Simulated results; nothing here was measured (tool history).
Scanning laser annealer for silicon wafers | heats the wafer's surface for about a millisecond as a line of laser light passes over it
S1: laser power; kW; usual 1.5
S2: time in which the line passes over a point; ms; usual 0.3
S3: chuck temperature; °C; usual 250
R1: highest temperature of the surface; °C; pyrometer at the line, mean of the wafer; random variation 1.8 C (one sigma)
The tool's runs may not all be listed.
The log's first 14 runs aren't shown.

| run | hour | S1 | S2 | S3 | R1 |
|---|---|---|---|---|---|
| 15 | 95.4 | 1.5 | 0.3 | 250 | 954 |
| 16 | 102.2 | 1.559 | 0.3 | 250 | 988 |
| 17 | 107.1 | 1.559 | 0.3 | 250 | 987 |
| 18 | 111.8 | 1.5 | 0.3 | 250 | 953 |
| 19 | 119.3 | 1.5 | 0.335 | 250 | 993 |
| 20 | 128.3 | 1.5 | 0.335 | 250 | 1001 |
| 21 | 134.7 | 1.461 | 0.379 | 226 | 993 |
| 22 | 141.7 | 1.5 | 0.3 | 287 | 993 |
| 23 | 146.3 | 1.402 | 0.36 | 211 | 929 |
| 24 | 151.2 | 1.402 | 0.36 | 211 | 928 |
| 25 | 156.9 | 1.402 | 0.36 | 211 | 927 |
| 26 | 164.4 | 1.402 | 0.36 | 211 | 927 |
| 27 | 169.9 | 1.5 | 0.233 | 216 | 841 |
| 28 | 175.8 | 1.539 | 0.347 | 216 | 1001 |
| 29 | 181.7 | 1.539 | 0.347 | 216 | 997 |
| 30 | 191.6 | 1.302 | 0.322 | 248 | 872 |
| 31 | 199.6 | 1.407 | 0.268 | 228 | 853 |
| 32 | 204.5 | 1.407 | 0.268 | 228 | 851 |
| 33 | 211.4 | 1.5 | 0.3 | 248 | 954 |
| 34 | 219.2 | 1.425 | 0.263 | 288 | 916 |
| 35 | 225.5 | 1.425 | 0.263 | 288 | 914 |
| 36 | 231.5 | 1.413 | 0.3 | 224 | 886 |
| 37 | 239.5 | 1.413 | 0.3 | 224 | 884 |
| 38 | 244 | 1.412 | 0.283 | 278 | 919 |

5 ways to go on from here, each from the tool as it stands after run 38. What would each give?
| A | 253.7 | 1.386 | 0.3 | 250 | ? |
| B | 253.7 | 1.397 | 0.296 | 284 | ? |
| C | 253.7 | 1.478 | 0.329 | 287 | ? |
| D | 253.7 | 1.358 | 0.242 | 241 | ? |
| E | 253.7 | 1.288 | 0.318 | 275 | ? |

| run | R1 |
|---|---|
| A | 897 |
| B | 934 |
| C | 1012 |
| D | 815 |
| E | 892 |
Without the tool's hidden state the same runs would have given:
| run | R1 |
|---|---|
| A | 898 |
| B | 934 |
| C | 1013 |
| D | 815 |
| E | 892 |
